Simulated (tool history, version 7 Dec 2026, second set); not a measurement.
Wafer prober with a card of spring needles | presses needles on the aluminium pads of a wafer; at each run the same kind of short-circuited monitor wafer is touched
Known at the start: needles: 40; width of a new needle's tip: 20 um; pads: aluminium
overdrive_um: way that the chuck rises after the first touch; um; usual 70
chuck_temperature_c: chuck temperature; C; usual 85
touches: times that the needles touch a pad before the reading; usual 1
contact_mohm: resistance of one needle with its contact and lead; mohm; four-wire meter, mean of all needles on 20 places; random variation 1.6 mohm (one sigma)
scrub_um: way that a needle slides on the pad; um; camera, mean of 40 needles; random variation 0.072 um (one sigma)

run   hour  overdrive_um  chuck_temperature_c  touches  contact_mohm  scrub_um
  1      0            70                   85        1           177     13.27
       2.3  -- tips cleaned on abrasive film
       7.6  -- tips cleaned on abrasive film
  2    9.7            52                   85        1           196       9.6
        13  -- tips cleaned on abrasive film
      18.3  -- tips cleaned on abrasive film
      22.7  -- tips cleaned on abrasive film
      28.2  -- tips cleaned on abrasive film
  3     29            70                   85        1           172     13.03
      33.4  -- tips cleaned on abrasive film
      38.8  -- tips cleaned on abrasive film
  4   39.8            70                   85        1           171        13
      44.2  -- tips cleaned on abrasive film
      49.5  -- tips cleaned on abrasive film
        55  -- tips cleaned on abrasive film
      59.4  -- tips cleaned on abrasive film
  5     61            63                   85        1           177     11.55
      64.3  -- tips cleaned on abrasive film
      69.6  -- tips cleaned on abrasive film
      69.9  -- height of the first contact set anew
        75  -- tips cleaned on abrasive film
  6     75            70                   85        1           159      13.7
      79.4  -- tips cleaned on abrasive film
      84.9  -- tips cleaned on abrasive film
      90.3  -- tips cleaned on abrasive film
      95.7  -- tips cleaned on abrasive film
  7   96.4            70                   85        1           166     13.51
     100.7  -- tips cleaned on abrasive film
     106.1  -- tips cleaned on abrasive film
     110.5  -- tips cleaned on abrasive film
  8    111            70                   85        1           166     13.53
     115.4  -- tips cleaned on abrasive film
     119.8  -- tips cleaned on abrasive film
  9  120.9            89                   85        1           160     17.24
     124.2  -- tips cleaned on abrasive film
     129.7  -- tips cleaned on abrasive film
     135.1  -- tips cleaned on abrasive film
     139.5  -- tips cleaned on abrasive film
 10  142.3            89                   85        1           168     17.11
     144.4  -- tips cleaned on abrasive film
     149.7  -- tips cleaned on abrasive film
 11  153.1            89                   85        1           174     17.09
     154.2  -- tips cleaned on abrasive film
     159.7  -- tips cleaned on abrasive film
     165.2  -- tips cleaned on abrasive film
     170.2  -- tips cleaned on abrasive film
 12  170.2            89                   85        1           158     17.04
     175.7  -- tips cleaned on abrasive film
     180.1  -- tips cleaned on abrasive film
     185.5  -- tips cleaned on abrasive film
 13  187.1            70                   85        1           176     13.11
     190.4  -- tips cleaned on abrasive film
     195.7  -- tips cleaned on abrasive film
     200.5  -- tips cleaned on abrasive film
 14  200.5            70                   85        1           164     13.19
       206  -- tips cleaned on abrasive film
     210.4  -- tips cleaned on abrasive film
     215.7  -- tips cleaned on abrasive film
 15  217.3            70                   71        1           177     13.04
     220.7  -- tips cleaned on abrasive film
     226.1  -- tips cleaned on abrasive film
     231.5  -- tips cleaned on abrasive film
     235.9  -- tips cleaned on abrasive film
     247.9  -- card fitted with new needles
 16  250.1            60                   85        1           173      11.7
     252.4  -- tips cleaned on abrasive film
     257.7  -- tips cleaned on abrasive film
     262.1  -- tips cleaned on abrasive film
 17  264.7            73                   85        2           159     14.33
       267  -- tips cleaned on abrasive film
     272.4  -- tips cleaned on abrasive film
     277.8  -- tips cleaned on abrasive film
 18  279.7            70                   38        1           157     13.53
     282.9  -- tips cleaned on abrasive film
     288.1  -- tips cleaned on abrasive film
     292.5  -- tips cleaned on abrasive film
 19  293.4            86                   69        2           149     16.52
     297.8  -- tips cleaned on abrasive film
     303.2  -- tips cleaned on abrasive film
 20  306.7            67                   28        1           165     12.75
     307.8  -- tips cleaned on abrasive film
     313.3  -- tips cleaned on abrasive film
     318.7  -- tips cleaned on abrasive film
     323.1  -- tips cleaned on abrasive film
 21  324.4            71                   27        1           150     13.57
     327.7  -- tips cleaned on abrasive film
     332.1  -- tips cleaned on abrasive film
     337.5  -- tips cleaned on abrasive film
 22  341.4            69                   42        1           171     13.15
     342.6  -- tips cleaned on abrasive film
       348  -- tips cleaned on abrasive film
     353.5  -- tips cleaned on abrasive film
     358.2  -- tips cleaned on abrasive film
 23  358.2            67                  106        2           162     12.61
     363.7  -- tips cleaned on abrasive film
     368.1  -- tips cleaned on abrasive film
     373.5  -- tips cleaned on abrasive film
     378.2  -- tips cleaned on abrasive film
 24  378.2            90                  106        1           156     17.12
     383.7  -- tips cleaned on abrasive film
     388.1  -- tips cleaned on abrasive film
 25  392.1            63                   92        2           176     11.67
     393.3  -- tips cleaned on abrasive film
     398.7  -- tips cleaned on abrasive film
     404.1  -- tips cleaned on abrasive film
     409.5  -- tips cleaned on abrasive film
 26  410.7            63                  114        1           170     11.79
       414  -- tips cleaned on abrasive film
     419.2  -- tips cleaned on abrasive film
     420.6  -- height of the first contact set anew
     424.8  -- tips cleaned on abrasive film
 27  425.8            78                   39        1           153     15.02

3 ways to go on from here, each from the tool as it stands after run 27. What would each give?
     430.1  -- tips cleaned on abrasive film
     435.5  -- tips cleaned on abrasive film
     440.9  -- tips cleaned on abrasive film
  A  444.2            63                   39        2             ?         ?
     430.1  -- tips cleaned on abrasive film
     435.5  -- tips cleaned on abrasive film
     440.9  -- tips cleaned on abrasive film
  B  444.2            70                   54        1             ?         ?
     430.1  -- tips cleaned on abrasive film
     435.5  -- tips cleaned on abrasive film
     440.9  -- tips cleaned on abrasive film
  C  444.2            65                   85        2             ?         ?

run  contact_mohm  scrub_um
  A           162     12.28
  B           170     13.59
  C           166     12.57
Without the tool's hidden state the same runs would have given:
run  contact_mohm  scrub_um
  A           148     12.37
  B           151     13.68
  C           154     12.65
